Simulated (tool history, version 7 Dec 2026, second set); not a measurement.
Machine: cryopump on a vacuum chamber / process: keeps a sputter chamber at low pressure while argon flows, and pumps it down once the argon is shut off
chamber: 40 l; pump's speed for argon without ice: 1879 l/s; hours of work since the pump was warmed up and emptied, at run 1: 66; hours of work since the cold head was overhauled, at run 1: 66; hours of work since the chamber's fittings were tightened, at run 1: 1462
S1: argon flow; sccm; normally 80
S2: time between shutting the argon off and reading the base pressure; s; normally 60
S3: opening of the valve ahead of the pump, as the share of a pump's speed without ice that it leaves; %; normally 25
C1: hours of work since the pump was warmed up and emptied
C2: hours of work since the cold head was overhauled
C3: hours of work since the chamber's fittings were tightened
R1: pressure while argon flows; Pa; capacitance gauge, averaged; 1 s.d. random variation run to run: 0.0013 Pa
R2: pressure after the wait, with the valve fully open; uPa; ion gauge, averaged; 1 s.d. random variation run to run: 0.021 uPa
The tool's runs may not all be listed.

run   hour   S1   S2  S3   C1   C2    C3      R1    R2
  1    0.0   80   60  25   66   66  1462  0.2892  1.06
  2  112.2   80   60  25  141  141  1537  0.2925  1.10
  3  225.4   80   60  25  217  217  1613  0.2911  1.20
  4  285.5   80   60  25  257  257  1653  0.2955  1.20
  5  362.5   80   60  25  309  309  1705  0.2980  1.27
     416.3  -- leaking fittings of the chamber tightened, without venting
  6  458.1   80   60  25  372  372    28  0.3002  0.53
  7  554.8  134   56  37  436  436    93  0.3443  0.55
  8  639.8   80   97  16  493  493   150  0.4684  0.47
  9  750.9   80   97  16  568  568   224  0.4696  0.56
 10  818.1   68  255  29  613  613   269  0.2269  0.40
 11  928.2   90   77  26  686  686   343  0.3376  0.67

Predict each of these 5 candidate next runs independently; none follows another, all start after run 11:
  A  1011.4  80   60  26  742  742  398   ?   ?
  B  1011.4  69   85  25  742  742  398   ?   ?
  C  1011.4  90   62  26  742  742  398   ?   ?
  D  1011.4  38  232  35  742  742  398   ?   ?
  E  1011.4  90   77  55  742  742  398   ?   ?

run      R1    R2
  A  0.3014  0.79
  B  0.2692  0.66
  C  0.3419  0.78
  D  0.1102  0.51
  E  0.1756  0.69
Stripped of hidden state, with their random variation kept, the same runs would have yielded:
run      R1    R2
  A  0.2769  0.49
  B  0.2482  0.37
  C  0.3142  0.48
  D  0.0986  0.21
  E  0.1481  0.39

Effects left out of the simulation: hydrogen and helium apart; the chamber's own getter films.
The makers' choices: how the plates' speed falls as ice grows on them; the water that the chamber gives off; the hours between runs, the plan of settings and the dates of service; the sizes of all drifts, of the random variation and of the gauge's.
